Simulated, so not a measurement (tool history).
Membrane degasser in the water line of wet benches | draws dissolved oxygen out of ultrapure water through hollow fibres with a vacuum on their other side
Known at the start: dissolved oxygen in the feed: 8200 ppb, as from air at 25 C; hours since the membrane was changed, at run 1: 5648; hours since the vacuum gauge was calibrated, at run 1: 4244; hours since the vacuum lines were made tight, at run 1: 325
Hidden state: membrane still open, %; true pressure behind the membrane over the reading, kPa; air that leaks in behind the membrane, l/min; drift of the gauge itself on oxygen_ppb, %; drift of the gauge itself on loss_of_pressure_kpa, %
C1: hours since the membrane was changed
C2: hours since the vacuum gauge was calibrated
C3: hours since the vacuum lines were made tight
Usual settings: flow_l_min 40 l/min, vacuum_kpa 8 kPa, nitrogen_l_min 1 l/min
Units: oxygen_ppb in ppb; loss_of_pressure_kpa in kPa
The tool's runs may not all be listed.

run 1 day=0 | flow_l_min=40 vacuum_kpa=8 nitrogen_l_min=1 | C1=5648 C2=4244 C3=325 | oxygen_ppb=382.2 loss_of_pressure_kpa=62.28
run 2 day=11.6 | flow_l_min=40 vacuum_kpa=8 nitrogen_l_min=2.38 | C1=5927 C2=4522 C3=604 | oxygen_ppb=188.4 loss_of_pressure_kpa=62.34
run 3 day=19.033 | flow_l_min=40 vacuum_kpa=8 nitrogen_l_min=2.38 | C1=6105 C2=4700 C3=782 | oxygen_ppb=188.4 loss_of_pressure_kpa=62.35
run 4 day=30.158 | flow_l_min=40 vacuum_kpa=8 nitrogen_l_min=2.38 | C1=6372 C2=4967 C3=1049 | oxygen_ppb=189.2 loss_of_pressure_kpa=62.58
run 5 day=39.6 | flow_l_min=40 vacuum_kpa=8 nitrogen_l_min=2.38 | C1=6599 C2=5194 C3=1276 | oxygen_ppb=189.3 loss_of_pressure_kpa=62.44
-- day=42.012 vacuum gauge calibrated
run 6 day=45.192 | flow_l_min=40 vacuum_kpa=10.55 nitrogen_l_min=1 | C1=6732 C2=76 C3=1410 | oxygen_ppb=561 loss_of_pressure_kpa=62.51
run 7 day=54.95 | flow_l_min=40 vacuum_kpa=10.55 nitrogen_l_min=1 | C1=6966 C2=311 C3=1644 | oxygen_ppb=561.9 loss_of_pressure_kpa=62.65
run 8 day=64.821 | flow_l_min=40 vacuum_kpa=10.55 nitrogen_l_min=1 | C1=7203 C2=547 C3=1881 | oxygen_ppb=562.1 loss_of_pressure_kpa=63.09
run 9 day=70.071 | flow_l_min=60 vacuum_kpa=10.55 nitrogen_l_min=1 | C1=7329 C2=673 C3=2007 | oxygen_ppb=774.7 loss_of_pressure_kpa=94.35
run 10 day=81.6 | flow_l_min=60 vacuum_kpa=10.55 nitrogen_l_min=1 | C1=7606 C2=950 C3=2283 | oxygen_ppb=775.8 loss_of_pressure_kpa=94.65
run 11 day=87.754 | flow_l_min=40 vacuum_kpa=18.79 nitrogen_l_min=1 | C1=7754 C2=1098 C3=2431 | oxygen_ppb=1117.7 loss_of_pressure_kpa=63.24
run 12 day=97.258 | flow_l_min=40 vacuum_kpa=18.79 nitrogen_l_min=1 | C1=7982 C2=1326 C3=2659 | oxygen_ppb=1121.1 loss_of_pressure_kpa=63.79
run 13 day=107.75 | flow_l_min=40 vacuum_kpa=6.01 nitrogen_l_min=1 | C1=8234 C2=1578 C3=2911 | oxygen_ppb=227.1 loss_of_pressure_kpa=63.38
run 14 day=114.429 | flow_l_min=40 vacuum_kpa=6.01 nitrogen_l_min=1 | C1=8394 C2=1738 C3=3071 | oxygen_ppb=227.3 loss_of_pressure_kpa=63.69
run 15 day=119.862 | flow_l_min=40 vacuum_kpa=12.65 nitrogen_l_min=1 | C1=8524 C2=1868 C3=3202 | oxygen_ppb=712.8 loss_of_pressure_kpa=63.67
run 16 day=129.167 | flow_l_min=40 vacuum_kpa=8 nitrogen_l_min=0.87 | C1=8748 C2=2092 C3=3425 | oxygen_ppb=419 loss_of_pressure_kpa=63.52
run 17 day=135.55 | flow_l_min=34 vacuum_kpa=4.81 nitrogen_l_min=0.73 | C1=8901 C2=2245 C3=3578 | oxygen_ppb=149.1 loss_of_pressure_kpa=54.06
run 18 day=147.271 | flow_l_min=34 vacuum_kpa=4.81 nitrogen_l_min=0.73 | C1=9182 C2=2526 C3=3859 | oxygen_ppb=149.7 loss_of_pressure_kpa=54.2
run 19 day=154.317 | flow_l_min=34 vacuum_kpa=4.81 nitrogen_l_min=0.73 | C1=9351 C2=2695 C3=4029 | oxygen_ppb=149.4 loss_of_pressure_kpa=54.36
run 20 day=160.242 | flow_l_min=34 vacuum_kpa=4.81 nitrogen_l_min=0.73 | C1=9493 C2=2838 C3=4171 | oxygen_ppb=150.3 loss_of_pressure_kpa=54.62
run 21 day=167.429 | flow_l_min=62 vacuum_kpa=14.31 nitrogen_l_min=0.58 | C1=9666 C2=3010 C3=4343 | oxygen_ppb=1579.3 loss_of_pressure_kpa=99.5
run 22 day=178.012 | flow_l_min=62 vacuum_kpa=14.31 nitrogen_l_min=0.58 | C1=9920 C2=3264 C3=4597 | oxygen_ppb=1587.9 loss_of_pressure_kpa=99.16
run 23 day=187.371 | flow_l_min=62 vacuum_kpa=14.31 nitrogen_l_min=0.58 | C1=10145 C2=3489 C3=4822 | oxygen_ppb=1586.4 loss_of_pressure_kpa=99.85
run 24 day=197.458 | flow_l_min=28 vacuum_kpa=5.1 nitrogen_l_min=1.35 | C1=10387 C2=3731 C3=5064 | oxygen_ppb=91.5 loss_of_pressure_kpa=44.8
run 25 day=203.542 | flow_l_min=37 vacuum_kpa=9.62 nitrogen_l_min=2.21 | C1=10533 C2=3877 C3=5210 | oxygen_ppb=245.4 loss_of_pressure_kpa=59.7
run 26 day=209.825 | flow_l_min=30 vacuum_kpa=9.62 nitrogen_l_min=1.32 | C1=10683 C2=4028 C3=5361 | oxygen_ppb=317.8 loss_of_pressure_kpa=48.12
run 27 day=220.371 | flow_l_min=62 vacuum_kpa=8 nitrogen_l_min=1 | C1=10937 C2=4281 C3=5614 | oxygen_ppb=556.3 loss_of_pressure_kpa=100.09
run 28 day=230.588 | flow_l_min=40 vacuum_kpa=19.34 nitrogen_l_min=2.16 | C1=11182 C2=4526 C3=5859 | oxygen_ppb=642.4 loss_of_pressure_kpa=64.71
run 29 day=240.725 | flow_l_min=40 vacuum_kpa=9.38 nitrogen_l_min=1.27 | C1=11425 C2=4769 C3=6102 | oxygen_ppb=403 loss_of_pressure_kpa=64.68
run 30 day=252.492 | flow_l_min=40 vacuum_kpa=9.38 nitrogen_l_min=1.27 | C1=11707 C2=5052 C3=6385 | oxygen_ppb=402.4 loss_of_pressure_kpa=64.8
run 31 day=258.95 | flow_l_min=40 vacuum_kpa=8 nitrogen_l_min=0.56 | C1=11862 C2=5207 C3=6540 | oxygen_ppb=577.4 loss_of_pressure_kpa=65.2

5 ways to go on from here, each from the tool as it stands after run 31. What would each give?
-- day=260.362 vacuum gauge calibrated
run A day=264.896 | flow_l_min=53 vacuum_kpa=8 nitrogen_l_min=2.65 | C1=12005 C2=109 C3=6682 | oxygen_ppb=? loss_of_pressure_kpa=?
-- day=260.362 vacuum gauge calibrated
run B day=264.896 | flow_l_min=37 vacuum_kpa=8 nitrogen_l_min=1 | C1=12005 C2=109 C3=6682 | oxygen_ppb=? loss_of_pressure_kpa=?
-- day=260.362 vacuum gauge calibrated
run C day=264.896 | flow_l_min=28 vacuum_kpa=14.04 nitrogen_l_min=0.56 | C1=12005 C2=109 C3=6682 | oxygen_ppb=? loss_of_pressure_kpa=?
-- day=260.362 vacuum gauge calibrated
run D day=264.896 | flow_l_min=64 vacuum_kpa=9.94 nitrogen_l_min=1.15 | C1=12005 C2=109 C3=6682 | oxygen_ppb=? loss_of_pressure_kpa=?
-- day=260.362 vacuum gauge calibrated
run E day=264.896 | flow_l_min=50 vacuum_kpa=10.1 nitrogen_l_min=0.87 | C1=12005 C2=109 C3=6682 | oxygen_ppb=? loss_of_pressure_kpa=?

run=A oxygen_ppb=230 loss_of_pressure_kpa=86.23
run=B oxygen_ppb=351.3 loss_of_pressure_kpa=60.31
run=C oxygen_ppb=936.3 loss_of_pressure_kpa=45.27
run=D oxygen_ppb=692.5 loss_of_pressure_kpa=104.03
run=E oxygen_ppb=695.4 loss_of_pressure_kpa=81.47
Without the tool's hidden state the same runs would have given:
run=A oxygen_ppb=221.9 loss_of_pressure_kpa=79.41
run=B oxygen_ppb=351.2 loss_of_pressure_kpa=55.53
run=C oxygen_ppb=939.5 loss_of_pressure_kpa=41.68
run=D oxygen_ppb=682 loss_of_pressure_kpa=95.79
run=E oxygen_ppb=694.4 loss_of_pressure_kpa=75.03
